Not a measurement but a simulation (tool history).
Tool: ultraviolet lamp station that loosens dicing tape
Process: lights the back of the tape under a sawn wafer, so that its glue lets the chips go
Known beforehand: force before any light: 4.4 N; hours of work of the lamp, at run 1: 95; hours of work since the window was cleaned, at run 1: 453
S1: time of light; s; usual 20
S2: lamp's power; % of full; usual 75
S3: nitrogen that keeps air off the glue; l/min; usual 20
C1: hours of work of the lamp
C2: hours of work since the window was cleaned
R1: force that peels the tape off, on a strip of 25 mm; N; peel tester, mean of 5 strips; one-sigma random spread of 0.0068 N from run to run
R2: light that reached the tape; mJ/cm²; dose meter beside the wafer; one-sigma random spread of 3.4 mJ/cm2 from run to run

Run 1, hour 0: usual settings; C1 95; C2 453. Result: R1 0.311 N, R2 441 mJ/cm².
Run 2, hour 7.2: usual settings; C1 99; C2 457. Result: R1 0.318 N, R2 447 mJ/cm².
Run 3, hour 14.2: usual settings; C1 102; C2 460. Result: R1 0.328 N, R2 444 mJ/cm².
Run 4, hour 20.4: usual settings but S1 14 s; C1 105; C2 463. Result: R1 0.613 N, R2 313 mJ/cm².
Run 5, hour 27.5: usual settings but S1 14 s; C1 109; C2 467. Result: R1 0.605 N, R2 315 mJ/cm².
Run 6, hour 32.5: usual settings but S1 14 s, S2 61 % of full; C1 111; C2 469. Result: R1 0.88 N, R2 253 mJ/cm².
Run 7, hour 36.3: usual settings but S1 14 s, S2 61 % of full; C1 113; C2 471. Result: R1 0.902 N, R2 254 mJ/cm².
Run 8, hour 44.1: usual settings but S1 32 s, S2 61 % of full, S3 17 l/min; C1 117; C2 475. Result: R1 0.229 N, R2 571 mJ/cm².
At hour 45.4: window cleaned of glue's vapour.
Run 9, hour 52.7: usual settings but S1 32 s, S2 61 % of full, S3 17 l/min; C1 121; C2 4. Result: R1 0.255 N, R2 534 mJ/cm².
Run 10, hour 60.5: usual settings but S1 32 s, S2 98 % of full, S3 13 l/min; C1 125; C2 7. Result: R1 0.157 N, R2 858 mJ/cm².
At hour 66.3: window cleaned of glue's vapour, once more.
Run 11, hour 70: usual settings but S1 22 s, S2 98 % of full, S3 7 l/min; C1 129; C2 2. Result: R1 0.279 N, R2 721 mJ/cm².

Per-run results on a tool with no hidden state, each run keeping its own random variation:
Hidden state present: lamp's light, % of a new lamp's; light that the window lets through, % of a clean one's; drift of the gauge itself on peel_n, %; drift of the gauge itself on dose_mj_cm2, %.
run     R1    R2
  1   0.22   532
  2  0.228   540
  3  0.233   538
  4  0.436   379
  5  0.425   382
  6  0.646   307
  7  0.661   309
  8  0.172   698
  9  0.172   697
 10  0.136  1121
 11  0.244   780
